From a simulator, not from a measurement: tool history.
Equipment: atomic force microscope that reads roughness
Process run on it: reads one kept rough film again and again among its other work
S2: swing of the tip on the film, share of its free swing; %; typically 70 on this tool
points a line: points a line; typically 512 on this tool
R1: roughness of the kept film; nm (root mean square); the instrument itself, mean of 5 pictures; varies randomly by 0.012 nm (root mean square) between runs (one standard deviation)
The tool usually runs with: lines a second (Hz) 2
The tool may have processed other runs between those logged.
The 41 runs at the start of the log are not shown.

-- hour=960.6 new tip fitted
run 42 hour=984 | lines_a_second_(Hz)=2 S2=87 points_a_line=373 | R1=2.316
run 43 hour=998.1 | lines_a_second_(Hz)=1.26 S2=81 points_a_line=512 | R1=2.596
run 44 hour=1018 | lines_a_second_(Hz)=1.26 S2=81 points_a_line=512 | R1=2.531
-- hour=1032.1 new tip fitted
run 45 hour=1048.7 | lines_a_second_(Hz)=1.45 S2=64 points_a_line=323 | R1=2.817
run 46 hour=1063.6 | lines_a_second_(Hz)=1.22 S2=89 points_a_line=323 | R1=2.479
run 47 hour=1078.5 | lines_a_second_(Hz)=2 S2=88 points_a_line=512 | R1=2.243
-- hour=1103.2 new tip fitted
run 48 hour=1105.8 | lines_a_second_(Hz)=2 S2=88 points_a_line=512 | R1=2.334
run 49 hour=1127.8 | lines_a_second_(Hz)=0.75 S2=65 points_a_line=330 | R1=2.842
run 50 hour=1148.2 | lines_a_second_(Hz)=2.59 S2=70 points_a_line=309 | R1=2.503
-- hour=1175.2 new tip fitted
run 51 hour=1175.2 | lines_a_second_(Hz)=2 S2=70 points_a_line=714 | R1=2.727

Branching from run 51: 5 alternative next runs. What would each branch give?
run A hour=1203 | lines_a_second_(Hz)=2 S2=70 points_a_line=714 | R1=?
run B hour=1203 | lines_a_second_(Hz)=0.85 S2=70 points_a_line=552 | R1=?
run C hour=1203 | lines_a_second_(Hz)=2 S2=56 points_a_line=512 | R1=?
run D hour=1203 | lines_a_second_(Hz)=1.05 S2=61 points_a_line=489 | R1=?
run E hour=1203 | lines_a_second_(Hz)=1.34 S2=81 points_a_line=714 | R1=?

run=A R1=2.635
run=B R1=2.802
run=C R1=2.824
run=D R1=2.853
run=E R1=2.586
What these runs would have given with no unlogged condition in the tool:
run=A R1=2.749
run=B R1=2.923
run=C R1=2.945
run=D R1=2.976
run=E R1=2.698
